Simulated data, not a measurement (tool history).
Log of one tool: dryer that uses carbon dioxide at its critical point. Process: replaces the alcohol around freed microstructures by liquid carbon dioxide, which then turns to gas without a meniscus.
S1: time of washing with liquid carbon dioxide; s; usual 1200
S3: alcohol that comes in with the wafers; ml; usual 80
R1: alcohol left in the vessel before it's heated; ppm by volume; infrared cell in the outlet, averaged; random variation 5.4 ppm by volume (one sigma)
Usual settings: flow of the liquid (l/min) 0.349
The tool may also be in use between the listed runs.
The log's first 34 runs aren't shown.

{"run": 35, "hour": 999.0, "S1": 1380, "flow of the liquid (l/min)": 0.227, "S3": 32, "R1": 408}
{"run": 36, "hour": 1016.3, "S1": 1380, "flow of the liquid (l/min)": 0.227, "S3": 32, "R1": 418}
{"run": 37, "hour": 1055.0, "S1": 1380, "flow of the liquid (l/min)": 0.227, "S3": 79, "R1": 914}
{"run": 38, "hour": 1076.9, "S1": 1380, "flow of the liquid (l/min)": 0.227, "S3": 79, "R1": 935}
{"run": 39, "hour": 1096.0, "S1": 1440, "flow of the liquid (l/min)": 0.459, "S3": 37, "R1": 109}
{"run": 40, "hour": 1130.3, "S1": 1440, "flow of the liquid (l/min)": 0.459, "S3": 37, "R1": 116}
{"hour": 1142.0, "done": "purifier's bed changed"}
{"run": 41, "hour": 1167.6, "S1": 1440, "flow of the liquid (l/min)": 0.46, "S3": 93, "R1": 15}
{"run": 42, "hour": 1202.3, "S1": 1680, "flow of the liquid (l/min)": 0.269, "S3": 93, "R1": 163}
{"run": 43, "hour": 1240.6, "S1": 1500, "flow of the liquid (l/min)": 0.323, "S3": 93, "R1": 111}
{"run": 44, "hour": 1266.4, "S1": 1140, "flow of the liquid (l/min)": 0.212, "S3": 113, "R1": 3809}
{"hour": 1271.2, "done": "inlet filter changed"}
{"run": 45, "hour": 1300.5, "S1": 1140, "flow of the liquid (l/min)": 0.21, "S3": 113, "R1": 3107}
{"run": 46, "hour": 1321.6, "S1": 1140, "flow of the liquid (l/min)": 0.21, "S3": 113, "R1": 3244}
{"run": 47, "hour": 1338.8, "S1": 1020, "flow of the liquid (l/min)": 0.295, "S3": 58, "R1": 667}

Forecast each of these 3 alternatives for the next run:
{"run": "A", "hour": 1376.1, "S1": 1620, "flow of the liquid (l/min)": 0.419, "S3": 46, "R1": "?"}
{"run": "B", "hour": 1376.1, "S1": 1260, "flow of the liquid (l/min)": 0.489, "S3": 116, "R1": "?"}
{"run": "C", "hour": 1376.1, "S1": 1620, "flow of the liquid (l/min)": 0.349, "S3": 85, "R1": "?"}

run=A R1=34
run=B R1=44
run=C R1=49
Without the tool's hidden state the same runs would have given:
run=A R1=2
run=B R1=11
run=C R1=15
